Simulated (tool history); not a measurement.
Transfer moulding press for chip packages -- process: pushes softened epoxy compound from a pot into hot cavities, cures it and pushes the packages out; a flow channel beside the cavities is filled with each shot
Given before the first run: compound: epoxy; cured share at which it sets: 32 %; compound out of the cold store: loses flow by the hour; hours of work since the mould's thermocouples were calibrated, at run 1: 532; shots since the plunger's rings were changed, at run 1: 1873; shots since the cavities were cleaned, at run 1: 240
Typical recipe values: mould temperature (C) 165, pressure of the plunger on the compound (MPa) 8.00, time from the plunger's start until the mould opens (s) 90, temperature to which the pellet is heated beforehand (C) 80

| run | day | mould temperature (C) | pressure of the plunger on the compound (MPa) | time from the plunger's start until the mould opens (s) | temperature to which the pellet is heated beforehand (C) | hours of work since the mould's thermocouples were calibrated | shots since the plunger's rings were changed | shots since the cavities were cleaned | incoming compound's hours out of the cold store | length that the compound runs in the flow channel (mm) | greatest force on the pins that push the packages out (N) |
|---|---|---|---|---|---|---|---|---|---|---|---|
| 1 | 0.000 | 165 | 8.00 | 90 | 80 | 532 | 1873 | 240 | 14.4 | 547 | 506 |
|  | 1.571 | cavities cleaned with cleaning compound and waxed |
| 2 | 1.783 | 165 | 6.98 | 90 | 80 | 556 | 2373 | 62 | 45.7 | 421 | 620 |
| 3 | 3.417 | 165 | 6.39 | 90 | 80 | 578 | 2847 | 536 | 35.8 | 426 | 671 |
|  | 3.958 | cavities cleaned with cleaning compound and waxed |
|  | 5.121 | cavities cleaned with cleaning compound and waxed, once more |
| 4 | 5.233 | 170 | 8.00 | 90 | 80 | 602 | 3338 | 33 | 11.7 | 535 | 379 |
| 5 | 6.121 | 170 | 8.00 | 90 | 80 | 614 | 3597 | 292 | 19.3 | 513 | 445 |
|  | 7.483 | cavities cleaned with cleaning compound and waxed |
| 6 | 7.725 | 165 | 8.00 | 90 | 80 | 636 | 4045 | 70 | 16.1 | 523 | 443 |
| 7 | 8.954 | 165 | 8.00 | 90 | 80 | 653 | 4401 | 426 | 9.4 | 548 | 552 |
|  | 9.883 | plunger's sealing rings changed |
|  | 9.946 | cavities cleaned with cleaning compound and waxed |
| 8 | 10.700 | 165 | 8.00 | 90 | 80 | 675 | 220 | 220 | 44.0 | 480 | 467 |
|  | 11.371 | mould's thermocouples calibrated |
| 9 | 11.804 | 165 | 8.00 | 90 | 72 | 6 | 516 | 516 | 17.1 | 550 | 544 |
|  | 12.442 | cavities cleaned with cleaning compound and waxed |
| 10 | 13.300 | 172 | 8.00 | 90 | 80 | 26 | 932 | 250 | 31.2 | 493 | 429 |
| 11 | 14.354 | 165 | 8.00 | 90 | 79 | 41 | 1239 | 557 | 38.5 | 482 | 531 |
|  | 14.817 | cavities cleaned with cleaning compound and waxed |
| 12 | 16.062 | 165 | 8.00 | 90 | 79 | 64 | 1716 | 362 | 23.5 | 517 | 500 |
|  | 17.208 | cavities cleaned with cleaning compound and waxed |
| 13 | 17.238 | 165 | 8.00 | 90 | 73 | 79 | 2040 | 9 | 38.2 | 483 | 414 |
| 14 | 18.442 | 165 | 8.00 | 90 | 73 | 96 | 2390 | 359 | 15.7 | 542 | 498 |
|  | 19.625 | cavities cleaned with cleaning compound and waxed |
| 15 | 19.688 | 161 | 8.94 | 90 | 79 | 112 | 2734 | 18 | 8.3 | 602 | 529 |
| 16 | 21.508 | 165 | 7.33 | 80 | 80 | 138 | 3262 | 546 | 20.1 | 496 | 633 |
|  | 21.967 | cavities cleaned with cleaning compound and waxed |
| 17 | 22.600 | 171 | 8.00 | 75 | 80 | 152 | 3562 | 184 | 29.5 | 475 | 445 |
| 18 | 23.938 | 171 | 8.00 | 90 | 83 | 171 | 3950 | 572 | 38.4 | 444 | 493 |
|  | 24.362 | cavities cleaned with cleaning compound and waxed |
| 19 | 25.196 | 165 | 8.00 | 127 | 80 | 187 | 4297 | 241 | 28.3 | 486 | 429 |
| 20 | 26.171 | 162 | 8.00 | 90 | 81 | 201 | 4581 | 525 | 31.0 | 477 | 580 |
|  | 26.550 | plunger's sealing rings changed |
|  | 26.821 | cavities cleaned with cleaning compound and waxed |
| 21 | 27.929 | 165 | 9.58 | 115 | 88 | 223 | 382 | 322 | 32.1 | 553 | 445 |
|  | 29.133 | cavities cleaned with cleaning compound and waxed |
| 22 | 29.750 | 165 | 8.00 | 121 | 80 | 248 | 893 | 179 | 37.3 | 489 | 397 |
| 23 | 31.296 | 165 | 8.00 | 121 | 71 | 269 | 1342 | 628 | 18.4 | 551 | 457 |
|  | 31.579 | cavities cleaned with cleaning compound and waxed |
| 24 | 32.925 | 162 | 6.96 | 90 | 80 | 291 | 1797 | 390 | 20.7 | 504 | 580 |
|  | 33.938 | cavities cleaned with cleaning compound and waxed |
| 25 | 34.500 | 162 | 6.96 | 100 | 85 | 312 | 2236 | 163 | 15.1 | 515 | 444 |
| 26 | 35.754 | 162 | 9.83 | 100 | 87 | 329 | 2601 | 528 | 13.2 | 610 | 535 |

3 options for the next run, each taken on its own from the tool as it stands now. Forecast them:
|  | 36.292 | cavities cleaned with cleaning compound and waxed |
| A | 37.296 | 169 | 9.83 | 90 | 73 | 350 | 3030 | 291 | 35.2 | ? | ? |
|  | 36.292 | cavities cleaned with cleaning compound and waxed |
| B | 37.296 | 165 | 6.95 | 85 | 86 | 350 | 3030 | 291 | 13.1 | ? | ? |
|  | 36.292 | cavities cleaned with cleaning compound and waxed |
| C | 37.296 | 162 | 9.35 | 90 | 87 | 350 | 3030 | 291 | 12.0 | ? | ? |

| run | length that the compound runs in the flow channel (mm) | greatest force on the pins that push the packages out (N) |
|---|---|---|
| A | 523 | 436 |
| B | 510 | 526 |
| C | 596 | 573 |
Take away the tool's hidden state, keep each run's random variation, and the runs would have read:
| run | length that the compound runs in the flow channel (mm) | greatest force on the pins that push the packages out (N) |
|---|---|---|
| A | 548 | 364 |
| B | 535 | 434 |
| C | 624 | 472 |

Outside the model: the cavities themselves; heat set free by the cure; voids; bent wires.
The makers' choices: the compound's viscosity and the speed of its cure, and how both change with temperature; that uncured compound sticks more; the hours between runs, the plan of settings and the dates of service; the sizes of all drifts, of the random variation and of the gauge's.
